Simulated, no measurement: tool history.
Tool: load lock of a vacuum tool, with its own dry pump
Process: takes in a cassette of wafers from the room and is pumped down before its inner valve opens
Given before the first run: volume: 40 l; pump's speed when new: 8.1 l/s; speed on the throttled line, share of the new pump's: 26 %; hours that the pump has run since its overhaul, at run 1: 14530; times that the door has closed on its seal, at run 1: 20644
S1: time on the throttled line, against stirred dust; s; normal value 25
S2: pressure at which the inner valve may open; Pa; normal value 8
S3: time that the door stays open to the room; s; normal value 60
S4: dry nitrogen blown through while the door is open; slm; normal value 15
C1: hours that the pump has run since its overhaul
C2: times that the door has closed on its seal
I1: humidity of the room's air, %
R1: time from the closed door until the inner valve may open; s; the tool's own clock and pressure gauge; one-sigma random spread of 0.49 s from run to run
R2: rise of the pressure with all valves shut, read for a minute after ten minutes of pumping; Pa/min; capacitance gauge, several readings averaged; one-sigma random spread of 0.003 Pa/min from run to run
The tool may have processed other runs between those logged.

run 1 day=0.000 | S1=25 S2=8 S3=60 S4=15 | C1=14530 C2=20644 | I1=41.7 | R1=74.5 R2=0.544
run 2 day=13.146 | S1=25 S2=8 S3=99 S4=15 | C1=14846 C2=21211 | I1=40.7 | R1=75.8 R2=0.585
-- day=20.521 door's seal changed, seat wiped
run 3 day=31.554 | S1=25 S2=8 S3=99 S4=15 | C1=15286 C2=476 | I1=44.2 | R1=75.9 R2=0.071
run 4 day=50.454 | S1=25 S2=8 S3=99 S4=15 | C1=15740 C2=1291 | I1=47.6 | R1=75.8 R2=0.081
run 5 day=68.925 | S1=25 S2=8 S3=60 S4=15 | C1=16183 C2=2087 | I1=45.1 | R1=76.3 R2=0.071
run 6 day=88.454 | S1=25 S2=8 S3=60 S4=15 | C1=16652 C2=2929 | I1=43.5 | R1=76.2 R2=0.078
run 7 day=99.921 | S1=25 S2=8 S3=60 S4=15 | C1=16927 C2=3423 | I1=44.8 | R1=77.9 R2=0.084
run 8 day=112.308 | S1=25 S2=8 S3=46 S4=15 | C1=17224 C2=3957 | I1=43.7 | R1=76.2 R2=0.082
run 9 day=131.604 | S1=25 S2=8 S3=60 S4=43 | C1=17687 C2=4789 | I1=42.9 | R1=77.9 R2=0.082
run 10 day=153.242 | S1=25 S2=8 S3=60 S4=15 | C1=18206 C2=5722 | I1=42.7 | R1=77.5 R2=0.116
run 11 day=166.592 | S1=25 S2=8 S3=60 S4=15 | C1=18527 C2=6298 | I1=43.4 | R1=78.2 R2=0.119
run 12 day=179.054 | S1=25 S2=8 S3=60 S4=15 | C1=18826 C2=6835 | I1=44.7 | R1=78.0 R2=0.132
run 13 day=198.892 | S1=25 S2=8 S3=217 S4=22 | C1=19302 C2=7691 | I1=41.5 | R1=79.9 R2=0.175
run 14 day=208.317 | S1=25 S2=8 S3=60 S4=43 | C1=19528 C2=8097 | I1=42.8 | R1=78.4 R2=0.137
run 15 day=221.567 | S1=46 S2=8 S3=168 S4=15 | C1=19846 C2=8668 | I1=45.0 | R1=92.1 R2=0.207
run 16 day=231.000 | S1=48 S2=13 S3=165 S4=12 | C1=20073 C2=9075 | I1=43.9 | R1=90.7 R2=0.214
run 17 day=250.462 | S1=15 S2=8 S3=49 S4=15 | C1=20540 C2=9914 | I1=45.2 | R1=73.5 R2=0.186
-- day=251.721 dry pump taken out, an overhauled one fitted
run 18 day=268.542 | S1=25 S2=8 S3=64 S4=8 | C1=404 C2=10683 | I1=43.7 | R1=65.3 R2=0.222
run 19 day=280.017 | S1=25 S2=8 S3=33 S4=7 | C1=679 C2=11177 | I1=45.8 | R1=65.5 R2=0.223
run 20 day=296.467 | S1=40 S2=13 S3=132 S4=10 | C1=1074 C2=11887 | I1=45.2 | R1=75.1 R2=0.274
run 21 day=305.408 | S1=25 S2=10 S3=60 S4=11 | C1=1289 C2=12272 | I1=44.8 | R1=65.3 R2=0.248
run 22 day=316.754 | S1=25 S2=10 S3=60 S4=11 | C1=1561 C2=12761 | I1=45.1 | R1=65.2 R2=0.266
run 23 day=334.229 | S1=25 S2=10 S3=60 S4=15 | C1=1980 C2=13515 | I1=48.0 | R1=65.7 R2=0.288
run 24 day=349.875 | S1=25 S2=10 S3=60 S4=6 | C1=2356 C2=14189 | I1=46.4 | R1=66.2 R2=0.315

Alternative continuations, all from the tool just after run 24; predict every row:
run A day=370.783 | S1=32 S2=6 S3=60 S4=7 | C1=2857 C2=15091 | I1=44.0 | R1=? R2=?
run B day=370.783 | S1=15 S2=8 S3=27 S4=15 | C1=2857 C2=15091 | I1=47.5 | R1=? R2=?
run C day=370.783 | S1=25 S2=8 S3=60 S4=15 | C1=2857 C2=15091 | I1=45.6 | R1=? R2=?

run=A R1=74.3 R2=0.340
run=B R1=60.4 R2=0.312
run=C R1=67.6 R2=0.332
Without the tool's hidden state the same runs would have given:
run=A R1=72.4 R2=0.061
run=B R1=58.4 R2=0.037
run=C R1=65.8 R2=0.057

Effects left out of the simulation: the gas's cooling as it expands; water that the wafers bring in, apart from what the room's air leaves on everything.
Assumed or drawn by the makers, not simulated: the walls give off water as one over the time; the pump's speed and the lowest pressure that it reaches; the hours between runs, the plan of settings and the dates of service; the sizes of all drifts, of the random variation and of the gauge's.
